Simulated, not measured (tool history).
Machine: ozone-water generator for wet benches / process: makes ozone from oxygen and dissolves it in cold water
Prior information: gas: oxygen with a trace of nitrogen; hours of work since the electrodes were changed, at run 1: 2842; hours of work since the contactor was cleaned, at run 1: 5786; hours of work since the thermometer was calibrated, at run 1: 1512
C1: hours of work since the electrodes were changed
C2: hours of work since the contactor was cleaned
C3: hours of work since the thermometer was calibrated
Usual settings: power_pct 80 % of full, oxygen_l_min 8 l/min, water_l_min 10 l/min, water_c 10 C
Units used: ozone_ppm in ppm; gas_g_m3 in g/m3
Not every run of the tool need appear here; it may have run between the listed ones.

run 1 hour=0 | power_pct=80 oxygen_l_min=8 water_l_min=10 water_c=10 | C1=2842 C2=5786 C3=1512 | ozone_ppm=42 gas_g_m3=222.2
run 2 hour=112.8 | power_pct=80 oxygen_l_min=8 water_l_min=10 water_c=10 | C1=2947 C2=5891 C3=1617 | ozone_ppm=42.2 gas_g_m3=223
-- hour=195.3 contactor cleaned
run 3 hour=239.7 | power_pct=80 oxygen_l_min=8 water_l_min=10 water_c=10 | C1=3062 C2=41 C3=1732 | ozone_ppm=42.2 gas_g_m3=219.2
run 4 hour=323.7 | power_pct=80 oxygen_l_min=8 water_l_min=10 water_c=10 | C1=3140 C2=120 C3=1810 | ozone_ppm=42.3 gas_g_m3=221.2
run 5 hour=385.5 | power_pct=80 oxygen_l_min=8 water_l_min=10 water_c=10 | C1=3198 C2=177 C3=1868 | ozone_ppm=42 gas_g_m3=220.2
run 6 hour=497.2 | power_pct=80 oxygen_l_min=8 water_l_min=15 water_c=10 | C1=3302 C2=281 C3=1972 | ozone_ppm=30.3 gas_g_m3=222.6
run 7 hour=597.2 | power_pct=80 oxygen_l_min=8 water_l_min=15 water_c=10 | C1=3395 C2=375 C3=2065 | ozone_ppm=30.2 gas_g_m3=221.4
run 8 hour=685 | power_pct=80 oxygen_l_min=8 water_l_min=15 water_c=10 | C1=3477 C2=456 C3=2147 | ozone_ppm=29.8 gas_g_m3=219.7
run 9 hour=748.7 | power_pct=80 oxygen_l_min=8 water_l_min=10 water_c=10 | C1=3536 C2=516 C3=2206 | ozone_ppm=41.9 gas_g_m3=220.5
run 10 hour=808.7 | power_pct=80 oxygen_l_min=8 water_l_min=10 water_c=10 | C1=3592 C2=572 C3=2262 | ozone_ppm=42.5 gas_g_m3=221.8
run 11 hour=912 | power_pct=80 oxygen_l_min=5.02 water_l_min=10 water_c=10 | C1=3689 C2=668 C3=2359 | ozone_ppm=41.7 gas_g_m3=264.7
run 12 hour=962.8 | power_pct=80 oxygen_l_min=5.02 water_l_min=10 water_c=10 | C1=3736 C2=715 C3=2406 | ozone_ppm=41.2 gas_g_m3=262
run 13 hour=1017.8 | power_pct=80 oxygen_l_min=5.02 water_l_min=10 water_c=10 | C1=3787 C2=767 C3=2457 | ozone_ppm=41.5 gas_g_m3=263.3
run 14 hour=1132 | power_pct=80 oxygen_l_min=5.02 water_l_min=10 water_c=10 | C1=3894 C2=873 C3=2564 | ozone_ppm=41.6 gas_g_m3=261.4
run 15 hour=1254 | power_pct=80 oxygen_l_min=5.02 water_l_min=10 water_c=10 | C1=4007 C2=987 C3=2677 | ozone_ppm=41.8 gas_g_m3=261.2
run 16 hour=1372.7 | power_pct=80 oxygen_l_min=5.02 water_l_min=10 water_c=10 | C1=4118 C2=1097 C3=2788 | ozone_ppm=41.6 gas_g_m3=262.1
run 17 hour=1478.8 | power_pct=80 oxygen_l_min=8 water_l_min=15 water_c=10 | C1=4217 C2=1196 C3=2887 | ozone_ppm=30.2 gas_g_m3=222.1
run 18 hour=1599.3 | power_pct=80 oxygen_l_min=8 water_l_min=11 water_c=11 | C1=4329 C2=1309 C3=2999 | ozone_ppm=38.9 gas_g_m3=221.3
run 19 hour=1707.3 | power_pct=73 oxygen_l_min=8 water_l_min=11 water_c=11 | C1=4430 C2=1409 C3=3100 | ozone_ppm=36.3 gas_g_m3=210.4
run 20 hour=1822.5 | power_pct=80 oxygen_l_min=8 water_l_min=7 water_c=12 | C1=4537 C2=1517 C3=3207 | ozone_ppm=50.8 gas_g_m3=220.8
-- hour=1863.5 water thermometer calibrated
run 21 hour=1897.9 | power_pct=80 oxygen_l_min=8 water_l_min=7 water_c=12 | C1=4607 C2=1586 C3=32 | ozone_ppm=50.9 gas_g_m3=222.8
run 22 hour=1997.3 | power_pct=80 oxygen_l_min=13.08 water_l_min=10 water_c=10 | C1=4700 C2=1679 C3=125 | ozone_ppm=40.6 gas_g_m3=187.4
run 23 hour=2101.7 | power_pct=80 oxygen_l_min=8 water_l_min=9 water_c=10 | C1=4797 C2=1776 C3=222 | ozone_ppm=44.8 gas_g_m3=220.2
run 24 hour=2221.3 | power_pct=54 oxygen_l_min=9.27 water_l_min=10 water_c=9 | C1=4909 C2=1888 C3=334 | ozone_ppm=34.2 gas_g_m3=168.1
run 25 hour=2317.2 | power_pct=54 oxygen_l_min=9.27 water_l_min=10 water_c=9 | C1=4998 C2=1977 C3=423 | ozone_ppm=34.3 gas_g_m3=169.6
run 26 hour=2420.3 | power_pct=42 oxygen_l_min=13.45 water_l_min=6 water_c=6 | C1=5094 C2=2073 C3=519 | ozone_ppm=41.3 gas_g_m3=127.6
run 27 hour=2528.1 | power_pct=58 oxygen_l_min=5.72 water_l_min=6 water_c=6 | C1=5194 C2=2174 C3=619 | ozone_ppm=55.2 gas_g_m3=208.9
run 28 hour=2640.2 | power_pct=58 oxygen_l_min=5.72 water_l_min=6 water_c=6 | C1=5299 C2=2278 C3=724 | ozone_ppm=54.5 gas_g_m3=208
run 29 hour=2696 | power_pct=58 oxygen_l_min=5.72 water_l_min=6 water_c=6 | C1=5351 C2=2330 C3=776 | ozone_ppm=54.8 gas_g_m3=209.7

For run 30, what comes out?
run 30 hour=2790.2 | power_pct=72 oxygen_l_min=6.84 water_l_min=7 water_c=7 | C1=5439 C2=2418 C3=864 | ozone_ppm=? gas_g_m3=?

Run 30 measured ozone_ppm 54.7 ppm, gas_g_m3 221.3 g/m3.
Had the tool carried no hidden state, the very same run would have given ozone_ppm 54.8 ppm, gas_g_m3 221.5 g/m3.
